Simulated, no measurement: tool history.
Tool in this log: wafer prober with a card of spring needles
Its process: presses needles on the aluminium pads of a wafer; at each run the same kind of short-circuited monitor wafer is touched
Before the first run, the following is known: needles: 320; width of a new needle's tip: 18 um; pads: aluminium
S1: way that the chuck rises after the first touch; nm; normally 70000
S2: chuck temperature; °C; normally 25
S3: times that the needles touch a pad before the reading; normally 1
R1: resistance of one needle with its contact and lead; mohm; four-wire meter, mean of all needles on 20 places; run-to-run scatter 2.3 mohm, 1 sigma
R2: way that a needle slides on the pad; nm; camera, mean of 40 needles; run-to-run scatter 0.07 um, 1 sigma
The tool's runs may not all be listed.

run     day     S1   S2  S3   R1     R2
  1   0.000  70000   25   1  293  17840
  2   0.371  54000   25   1  330  13800
  3   0.642  54000   25   1  281  13800
  4   1.108  54000   25   1  335  13700
  5   1.588  70000   25   1  326  17950
  6   1.833  70000   25   1  321  17990
  7   2.321  70000   25   1  270  17800
  8   2.567  58000   25   1  356  14840
  9   3.033  58000   25   1  292  14560
 10   3.304  58000   25   1  370  14730
 11   3.667  58000   25   1  373  14660
 12   4.171  58000   25   1  331  14570
 13   4.529  58000   25   1  327  14700
 14   4.979  70000  105   1  340  17750
 15   5.508  70000   25   1  287  17630
 16   5.775  70000   25   1  261  17570
 17   6.342  70000   25   1  326  17490
 18   6.888  70000   63   2  297  17530
 19   7.475  52000   47   2  296  12860
 20   7.825  67000   25   3  275  16790
 21   8.321  73000   55   3  285  18790
 22   8.571  73000   33   1  301  18650
 23   8.850  63000   84   3  288  16070
 24   9.179  63000   84   3  295  16040
 25   9.758  70000   25   2  300  17800
 26  10.338  63000   99   1  336  16160
 27  10.638  72000  116   2  301  18280
 28  11.033  70000   25   2  293  17820
 29  11.312  59000   25   2  304  15030
 30  11.729  53000   25   2  330  13460
 31  12.158  61000   82   1  369  15480
 32  12.667  61000  115   2  318  15370
 33  12.929  61000  115   2  307  15350

Taken out of this log: 39 entries between the listed runs. Where each belongs, and how the hidden state differs across it:
In the gap between runs 1 and 2: tips cleaned on abrasive film (day 0.267)
  debris on the tips, nm: 29.9 -> 38.9; way that the needles fall short of the set height, um: 0.09 -> 0.17; tips' diameter, um: 18.68 -> 18.7
  difference, measured minus the result without the unlogged condition, R1: +32 -> +66 mohm; R2: -20 -> -40 nm
In the gap between runs 2 and 3: tips cleaned on abrasive film (day 0.629)
  debris on the tips, nm: 38.9 -> 9.7; way that the needles fall short of the set height, um: 0.17 -> 0.24; tips' diameter, um: 18.7 -> 18.73
  difference, measured minus the result without the unlogged condition, R1: +66 -> +17 mohm; R2: -40 -> -60 nm
In the gap between runs 3 and 4: tips cleaned on abrasive film (day 0.962)
  debris on the tips, nm: 9.7 -> 43.9; way that the needles fall short of the set height, um: 0.24 -> 0.31; tips' diameter, um: 18.73 -> 18.75
  difference, measured minus the result without the unlogged condition, R1: +17 -> +75 mohm; R2: -60 -> -80 nm
In the gap between runs 4 and 5: tips cleaned on abrasive film (day 1.292)
  debris on the tips, nm: 43.9 -> 68; way that the needles fall short of the set height, um: 0.31 -> 0.38; tips' diameter, um: 18.75 -> 18.78
  difference, measured minus the result without the unlogged condition, R1: +75 -> +71 mohm; R2: -80 -> -100 nm
In the gap between runs 5 and 6: tips cleaned on abrasive film (day 1.625)
  debris on the tips, nm: 68 -> 55.6; way that the needles fall short of the set height, um: 0.38 -> 0.46; tips' diameter, um: 18.78 -> 18.81
  difference, measured minus the result without the unlogged condition, R1: +71 -> +60 mohm; R2: -100 -> -120 nm
In the gap between runs 6 and 7: tips cleaned on abrasive film (day 1.979); tips cleaned on abrasive film (day 2.321)
  debris on the tips, nm: 55.6 -> 7.9; way that the needles fall short of the set height, um: 0.46 -> 0.65; tips' diameter, um: 18.81 -> 18.87
  difference, measured minus the result without the unlogged condition, R1: +60 -> +9 mohm; R2: -120 -> -170 nm
In the gap between runs 8 and 9: tips cleaned on abrasive film (day 2.654); tips cleaned on abrasive film (day 2.992)
  debris on the tips, nm: 62 -> 19.7; way that the needles fall short of the set height, um: 0.65 -> 0.83; tips' diameter, um: 18.87 -> 18.93
  difference, measured minus the result without the unlogged condition, R1: +95 -> +31 mohm; R2: -170 -> -210 nm
In the gap between runs 10 and 11: tips cleaned on abrasive film (day 3.350)
  debris on the tips, nm: 69.7 -> 70.5; way that the needles fall short of the set height, um: 0.83 -> 0.92; tips' diameter, um: 18.93 -> 18.97
  difference, measured minus the result without the unlogged condition, R1: +108 -> +110 mohm; R2: -210 -> -230 nm
In the gap between runs 11 and 12: tips cleaned on abrasive film (day 3.721); tips cleaned on abrasive film (day 4.046)
  debris on the tips, nm: 70.5 -> 43.2; way that the needles fall short of the set height, um: 0.92 -> 1.08; tips' diameter, um: 18.97 -> 19.02
  difference, measured minus the result without the unlogged condition, R1: +110 -> +69 mohm; R2: -230 -> -270 nm
In the gap between runs 12 and 13: tips cleaned on abrasive film (day 4.400)
  debris on the tips, nm: 43.2 -> 40; way that the needles fall short of the set height, um: 1.08 -> 1.15; tips' diameter, um: 19.02 -> 19.05
  difference, measured minus the result without the unlogged condition, R1: +69 -> +63 mohm; R2: -270 -> -300 nm
In the gap between runs 13 and 14: tips cleaned on abrasive film (day 4.746)
  debris on the tips, nm: 40 -> 60.2; way that the needles fall short of the set height, um: 1.15 -> 1.22; tips' diameter, um: 19.05 -> 19.07
  difference, measured minus the result without the unlogged condition, R1: +63 -> +60 mohm; R2: -300 -> -320 nm
In the gap between runs 14 and 15: tips cleaned on abrasive film (day 5.075); tips cleaned on abrasive film (day 5.438)
  debris on the tips, nm: 60.2 -> 25.2; way that the needles fall short of the set height, um: 1.22 -> 1.38; tips' diameter, um: 19.07 -> 19.13
  difference, measured minus the result without the unlogged condition, R1: +60 -> +29 mohm; R2: -320 -> -360 nm
In the gap between runs 15 and 16: tips cleaned on abrasive film (day 5.775)
  debris on the tips, nm: 25.2 -> 2.9; way that the needles fall short of the set height, um: 1.38 -> 1.47; tips' diameter, um: 19.13 -> 19.16
  difference, measured minus the result without the unlogged condition, R1: +29 -> +4 mohm; R2: -360 -> -380 nm
In the gap between runs 16 and 17: tips cleaned on abrasive film (day 6.117)
  debris on the tips, nm: 2.9 -> 57; way that the needles fall short of the set height, um: 1.47 -> 1.55; tips' diameter, um: 19.16 -> 19.19
  difference, measured minus the result without the unlogged condition, R1: +4 -> +66 mohm; R2: -380 -> -400 nm
In the gap between runs 17 and 18: tips cleaned on abrasive film (day 6.458); tips cleaned on abrasive film (day 6.783)
  debris on the tips, nm: 57 -> 35.2; way that the needles fall short of the set height, um: 1.55 -> 1.74; tips' diameter, um: 19.19 -> 19.26
  difference, measured minus the result without the unlogged condition, R1: +66 -> +25 mohm; R2: -400 -> -440 nm
In the gap between runs 18 and 19: tips cleaned on abrasive film (day 7.112); tips cleaned on abrasive film (day 7.438)
  debris on the tips, nm: 35.2 -> 21; way that the needles fall short of the set height, um: 1.74 -> 1.9; tips' diameter, um: 19.26 -> 19.31
  difference, measured minus the result without the unlogged condition, R1: +25 -> +27 mohm; R2: -440 -> -490 nm
In the gap between runs 19 and 20: tips cleaned on abrasive film (day 7.771)
  debris on the tips, nm: 21 -> 20.1; way that the needles fall short of the set height, um: 1.9 -> 1.99; tips' diameter, um: 19.31 -> 19.34
  difference, measured minus the result without the unlogged condition, R1: +27 -> +11 mohm; R2: -490 -> -510 nm
In the gap between runs 20 and 21: height of the first contact set anew (day 7.954); tips cleaned on abrasive film (day 8.129)
  debris on the tips, nm: 20.1 -> 52.7; way that the needles fall short of the set height, um: 1.99 -> 0.09; tips' diameter, um: 19.34 -> 19.37
  difference, measured minus the result without the unlogged condition, R1: +11 -> +19 mohm; R2: -510 -> -20 nm
In the gap between runs 21 and 22: tips cleaned on abrasive film (day 8.454)
  debris on the tips, nm: 52.7 -> 39.2; way that the needles fall short of the set height, um: 0.09 -> 0.19; tips' diameter, um: 19.37 -> 19.41
  difference, measured minus the result without the unlogged condition, R1: +19 -> +40 mohm; R2: -20 -> -50 nm
In the gap between runs 22 and 23: tips cleaned on abrasive film (day 8.804)
  debris on the tips, nm: 39.2 -> 16.3; way that the needles fall short of the set height, um: 0.19 -> 0.27; tips' diameter, um: 19.41 -> 19.44
  difference, measured minus the result without the unlogged condition, R1: +40 -> +8 mohm; R2: -50 -> -70 nm
In the gap between runs 23 and 24: tips cleaned on abrasive film (day 9.129)
  debris on the tips, nm: 16.3 -> 27.3; way that the needles fall short of the set height, um: 0.27 -> 0.38; tips' diameter, um: 19.44 -> 19.47
  difference, measured minus the result without the unlogged condition, R1: +8 -> +14 mohm; R2: -70 -> -100 nm
In the gap between runs 24 and 25: tips cleaned on abrasive film (day 9.475)
  debris on the tips, nm: 27.3 -> 63.4; way that the needles fall short of the set height, um: 0.38 -> 0.45; tips' diameter, um: 19.47 -> 19.5
  difference, measured minus the result without the unlogged condition, R1: +14 -> +43 mohm; R2: -100 -> -120 nm
In the gap between runs 25 and 26: tips cleaned on abrasive film (day 9.833); tips cleaned on abrasive film (day 10.183)
  debris on the tips, nm: 63.4 -> 44.3; way that the needles fall short of the set height, um: 0.45 -> 0.66; tips' diameter, um: 19.5 -> 19.57
  difference, measured minus the result without the unlogged condition, R1: +43 -> +56 mohm; R2: -120 -> -170 nm
In the gap between runs 26 and 27: tips cleaned on abrasive film (day 10.533)
  debris on the tips, nm: 44.3 -> 34.7; way that the needles fall short of the set height, um: 0.66 -> 0.73; tips' diameter, um: 19.57 -> 19.6
  difference, measured minus the result without the unlogged condition, R1: +56 -> +20 mohm; R2: -170 -> -190 nm
In the gap between runs 27 and 28: tips cleaned on abrasive film (day 10.858)
  debris on the tips, nm: 34.7 -> 51.7; way that the needles fall short of the set height, um: 0.73 -> 0.82; tips' diameter, um: 19.6 -> 19.63
  difference, measured minus the result without the unlogged condition, R1: +20 -> +37 mohm; R2: -190 -> -210 nm
In the gap between runs 28 and 29: tips cleaned on abrasive film (day 11.183)
  debris on the tips, nm: 51.7 -> 42.1; way that the needles fall short of the set height, um: 0.82 -> 0.88; tips' diameter, um: 19.63 -> 19.65
  difference, measured minus the result without the unlogged condition, R1: +37 -> +42 mohm; R2: -210 -> -230 nm
In the gap between runs 29 and 30: tips cleaned on abrasive film (day 11.521)
  debris on the tips, nm: 42.1 -> 58.6; way that the needles fall short of the set height, um: 0.88 -> 0.98; tips' diameter, um: 19.65 -> 19.69
  difference, measured minus the result without the unlogged condition, R1: +42 -> +69 mohm; R2: -230 -> -250 nm
In the gap between runs 30 and 31: tips cleaned on abrasive film (day 11.846)
  debris on the tips, nm: 58.6 -> 68.4; way that the needles fall short of the set height, um: 0.98 -> 1.07; tips' diameter, um: 19.69 -> 19.72
  difference, measured minus the result without the unlogged condition, R1: +69 -> +94 mohm; R2: -250 -> -270 nm
In the gap between runs 31 and 32: tips cleaned on abrasive film (day 12.196); tips cleaned on abrasive film (day 12.538)
  debris on the tips, nm: 68.4 -> 39.5; way that the needles fall short of the set height, um: 1.07 -> 1.24; tips' diameter, um: 19.72 -> 19.77
  difference, measured minus the result without the unlogged condition, R1: +94 -> +32 mohm; R2: -270 -> -310 nm
In the gap between runs 32 and 33: tips cleaned on abrasive film (day 12.879)
  debris on the tips, nm: 39.5 -> 22.5; way that the needles fall short of the set height, um: 1.24 -> 1.35; tips' diameter, um: 19.77 -> 19.81
  difference, measured minus the result without the unlogged condition, R1: +32 -> +19 mohm; R2: -310 -> -340 nm

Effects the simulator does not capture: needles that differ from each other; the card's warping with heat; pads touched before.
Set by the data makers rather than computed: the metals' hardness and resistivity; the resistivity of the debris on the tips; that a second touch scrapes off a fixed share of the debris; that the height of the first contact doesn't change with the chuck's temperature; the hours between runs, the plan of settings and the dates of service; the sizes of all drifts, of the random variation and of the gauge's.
